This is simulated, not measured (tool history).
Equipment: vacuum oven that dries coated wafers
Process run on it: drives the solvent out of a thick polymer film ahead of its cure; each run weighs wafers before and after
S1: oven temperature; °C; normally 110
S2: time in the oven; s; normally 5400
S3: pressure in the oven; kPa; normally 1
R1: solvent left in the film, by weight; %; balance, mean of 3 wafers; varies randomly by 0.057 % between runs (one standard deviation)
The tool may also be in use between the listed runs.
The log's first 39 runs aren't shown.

| run | hour | S1 | S2 | S3 | R1 |
|---|---|---|---|---|---|
| 40 | 524.5 | 110 | 5460 | 1.17 | 2.22 |
| 41 | 539.5 | 110 | 5400 | 1.79 | 2.44 |
| 42 | 558.8 | 110 | 5400 | 1.58 | 2.33 |
| 43 | 573 | 110 | 5400 | 1.58 | 2.29 |
| 44 | 582.2 | 110 | 5400 | 1.58 | 2.42 |
| 45 | 601.4 | 110 | 5400 | 1.24 | 2.29 |
| 46 | 620.9 | 97 | 5400 | 2.26 | 6.87 |
| 47 | 634.1 | 97 | 5400 | 2.26 | 6.83 |

Here are 3 independent what-if runs from the current tool condition. What would each one return?
| A | 644.6 | 95 | 5400 | 1.38 | ? |
| B | 644.6 | 110 | 5400 | 2.18 | ? |
| C | 644.6 | 113 | 5400 | 0.56 | ? |

| run | R1 |
|---|---|
| A | 7.13 |
| B | 2.6 |
| C | 1.43 |
The same runs, with their run-to-run variation unchanged, on a tool lacking any hidden condition would have given:
| run | R1 |
|---|---|
| A | 7.97 |
| B | 3.19 |
| C | 1.89 |

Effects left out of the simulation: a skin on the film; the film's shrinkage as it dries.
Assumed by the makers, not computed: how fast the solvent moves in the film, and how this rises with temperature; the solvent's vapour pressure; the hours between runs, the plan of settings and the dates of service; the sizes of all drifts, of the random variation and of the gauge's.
